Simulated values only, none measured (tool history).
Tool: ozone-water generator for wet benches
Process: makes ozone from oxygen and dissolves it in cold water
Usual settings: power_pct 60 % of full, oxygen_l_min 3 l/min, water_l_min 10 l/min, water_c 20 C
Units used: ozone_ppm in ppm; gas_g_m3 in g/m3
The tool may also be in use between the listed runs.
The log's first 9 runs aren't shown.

| run | hour | power_pct | oxygen_l_min | water_l_min | water_c | ozone_ppm | gas_g_m3 |
|---|---|---|---|---|---|---|---|
| 10 | 527.8 | 60 | 1.62 | 10 | 20 | 22.1 | 268.3 |
| 11 | 598.7 | 60 | 3 | 8 | 20 | 29.7 | 217.9 |
| 12 | 651.3 | 60 | 3 | 8 | 20 | 29.9 | 220.1 |
| 13 | 725.5 | 60 | 3 | 10 | 20 | 26.2 | 221.8 |
| 14 | 758.5 | 60 | 3 | 10 | 20 | 26.2 | 220.5 |
|  | 817.6 | contactor cleaned |
| 15 | 824.8 | 60 | 3 | 10 | 20 | 26.2 | 218.6 |
| 16 | 899.8 | 60 | 3 | 10 | 20 | 26.1 | 218.7 |
| 17 | 940.2 | 60 | 3 | 14 | 20 | 20.7 | 217.7 |
| 18 | 997.9 | 60 | 3 | 14 | 20 | 20.8 | 219.2 |
| 19 | 1070.2 | 60 | 2.58 | 6 | 20 | 34.6 | 231.2 |
| 20 | 1146.4 | 96 | 5.06 | 14 | 20 | 34.8 | 280.9 |
| 21 | 1223.9 | 62 | 3.47 | 10 | 19 | 28.1 | 217.8 |
| 22 | 1278.6 | 60 | 5.06 | 10 | 20 | 28.1 | 186.2 |
| 23 | 1347.7 | 60 | 5.06 | 10 | 20 | 27.6 | 186.9 |
| 24 | 1406.1 | 60 | 3.51 | 10 | 19 | 26.9 | 209.3 |
| 25 | 1439.6 | 60 | 3 | 10 | 21 | 26.1 | 219.1 |
| 26 | 1504.4 | 90 | 3 | 10 | 20 | 37.7 | 308.9 |
| 27 | 1560.8 | 65 | 2.1 | 8 | 23 | 28.9 | 265.8 |
| 28 | 1634.9 | 48 | 3 | 10 | 13 | 24.1 | 182.6 |
| 29 | 1670.9 | 48 | 3 | 10 | 13 | 24 | 179.2 |
| 30 | 1742 | 60 | 3 | 8 | 20 | 29.8 | 219.3 |
|  | 1789.8 | water thermometer calibrated |
| 31 | 1811.2 | 83 | 5.36 | 6 | 20 | 46.5 | 244 |
| 32 | 1857.5 | 83 | 2.83 | 6 | 26 | 40.9 | 293.8 |
| 33 | 1892.5 | 83 | 2.83 | 6 | 26 | 40.6 | 295.2 |

Branching from run 33: 4 alternative next runs. What would each branch give?
| A | 1966.7 | 46 | 3 | 11 | 20 | ? | ? |
| B | 1966.7 | 78 | 3 | 10 | 20 | ? | ? |
| C | 1966.7 | 83 | 1.53 | 12 | 26 | ? | ? |
| D | 1966.7 | 60 | 3 | 11 | 21 | ? | ? |

| run | ozone_ppm | gas_g_m3 |
|---|---|---|
| A | 19.6 | 174.8 |
| B | 32.8 | 274.9 |
| C | 23.3 | 358.2 |
| D | 24.5 | 220.8 |
Without the tool's hidden state the same runs would have given:
| run | ozone_ppm | gas_g_m3 |
|---|---|---|
| A | 19.6 | 174.9 |
| B | 32.8 | 275 |
| C | 23.4 | 358.4 |
| D | 24.5 | 220.9 |
